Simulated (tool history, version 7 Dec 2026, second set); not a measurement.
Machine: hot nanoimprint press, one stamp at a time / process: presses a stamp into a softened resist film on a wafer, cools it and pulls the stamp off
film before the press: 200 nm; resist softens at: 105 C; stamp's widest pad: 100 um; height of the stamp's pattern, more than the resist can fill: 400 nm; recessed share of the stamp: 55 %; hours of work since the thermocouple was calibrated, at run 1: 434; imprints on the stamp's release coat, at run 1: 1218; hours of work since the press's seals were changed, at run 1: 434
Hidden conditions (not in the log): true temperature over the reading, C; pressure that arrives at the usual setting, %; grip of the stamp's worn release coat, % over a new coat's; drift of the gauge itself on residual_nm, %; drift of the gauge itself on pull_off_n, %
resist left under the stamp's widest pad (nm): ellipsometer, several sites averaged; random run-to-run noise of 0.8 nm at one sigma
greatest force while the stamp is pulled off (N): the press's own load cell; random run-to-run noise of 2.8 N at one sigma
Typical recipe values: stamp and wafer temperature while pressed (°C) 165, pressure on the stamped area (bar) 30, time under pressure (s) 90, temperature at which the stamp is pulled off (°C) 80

| run | hour | stamp and wafer temperature while pressed (°C) | pressure on the stamped area (bar) | time under pressure (s) | temperature at which the stamp is pulled off (°C) | hours of work since the thermocouple was calibrated | imprints on the stamp's release coat | hours of work since the press's seals were changed | resist left under the stamp's widest pad (nm) | greatest force while the stamp is pulled off (N) |
|---|---|---|---|---|---|---|---|---|---|---|
| 1 | 0 | 165 | 30 | 90 | 80 | 434 | 1218 | 434 | 96.1 | 153 |
|  | 32.8 | stamp cleaned and given a new release coat |
| 2 | 81.2 | 165 | 30 | 90 | 80 | 465 | 141 | 465 | 96.4 | 128 |
| 3 | 153.5 | 165 | 30 | 171 | 80 | 495 | 351 | 495 | 74.4 | 136 |
| 4 | 200.9 | 165 | 32.9 | 90 | 80 | 515 | 489 | 515 | 90.7 | 137 |
| 5 | 257.6 | 165 | 32.9 | 90 | 80 | 538 | 653 | 538 | 90.8 | 140 |
| 6 | 290 | 165 | 30 | 71 | 83 | 551 | 747 | 551 | 102.1 | 137 |
|  | 299.6 | plate thermocouple calibrated |
| 7 | 335.9 | 165 | 30 | 71 | 83 | 15 | 872 | 569 | 99.6 | 140 |
| 8 | 385.8 | 176 | 20 | 103 | 69 | 36 | 1017 | 589 | 55.8 | 157 |
| 9 | 431.8 | 165 | 30 | 90 | 77 | 54 | 1150 | 608 | 91.2 | 156 |
| 10 | 465.1 | 164 | 40.1 | 90 | 77 | 68 | 1247 | 622 | 84.5 | 152 |

What if the next run were any one of these 5? Each begins from the tool's condition after run 10:
|  | 488.7 | stamp cleaned and given a new release coat |
| A | 533 | 165 | 30.6 | 58 | 80 | 94 | 129 | 648 | ? | ? |
|  | 488.7 | stamp cleaned and given a new release coat |
| B | 533 | 164 | 21.5 | 102 | 77 | 94 | 129 | 648 | ? | ? |
|  | 488.7 | stamp cleaned and given a new release coat |
| C | 533 | 169 | 23.7 | 90 | 76 | 94 | 129 | 648 | ? | ? |
|  | 488.7 | stamp cleaned and given a new release coat |
| D | 533 | 164 | 40.1 | 120 | 68 | 94 | 129 | 648 | ? | ? |
|  | 488.7 | stamp cleaned and given a new release coat |
| E | 533 | 170 | 30 | 90 | 80 | 94 | 129 | 648 | ? | ? |

| run | resist left under the stamp's widest pad (nm) | greatest force while the stamp is pulled off (N) |
|---|---|---|
| A | 103 | 132 |
| B | 105.8 | 132 |
| C | 80.2 | 133 |
| D | 75.7 | 139 |
| E | 68.7 | 132 |
Take away the tool's hidden state, keep each run's random variation, and the runs would have read:
| run | resist left under the stamp's widest pad (nm) | greatest force while the stamp is pulled off (N) |
|---|---|---|
| A | 117.7 | 132 |
| B | 121.4 | 132 |
| C | 93 | 134 |
| D | 88.3 | 139 |
| E | 79.6 | 133 |
